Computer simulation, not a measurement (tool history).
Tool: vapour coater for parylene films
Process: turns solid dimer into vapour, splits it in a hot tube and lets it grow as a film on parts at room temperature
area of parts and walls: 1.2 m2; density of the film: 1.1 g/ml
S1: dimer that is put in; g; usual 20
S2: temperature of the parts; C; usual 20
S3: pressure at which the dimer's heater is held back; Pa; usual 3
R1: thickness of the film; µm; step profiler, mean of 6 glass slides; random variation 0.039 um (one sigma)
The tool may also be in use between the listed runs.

Run 1, hour 0: usual settings. Result: R1 9.1 µm.
Run 2, hour 28.9: usual settings. Result: R1 9.14 µm.
Run 3, hour 55.4: usual settings but S1 36 g. Result: R1 16.44 µm.
Run 4, hour 99: usual settings but S1 36 g. Result: R1 16.39 µm.
Run 5, hour 130.9: usual settings but S1 36 g. Result: R1 16.36 µm.
Run 6, hour 155.5: usual settings but S1 25 g, S3 5.48 Pa. Result: R1 10.04 µm.
Run 7, hour 189.7: usual settings but S1 8 g, S2 12 C, S3 9.58 Pa. Result: R1 3.6 µm.
Run 8, hour 234.5: usual settings but S3 10.61 Pa. Result: R1 6.93 µm.
Run 9, hour 258.6: usual settings but S3 5.81 Pa. Result: R1 7.85 µm.

Run 10 comes next. What will it give?
Run 10, hour 294.3: usual settings but S1 9 g, S2 21 C, S3 5.59 Pa. Result: R1 ?.

{"run 10": {"R1": 3.43}}
Without the tool's hidden state the same run would have given R1 3.63 µm.
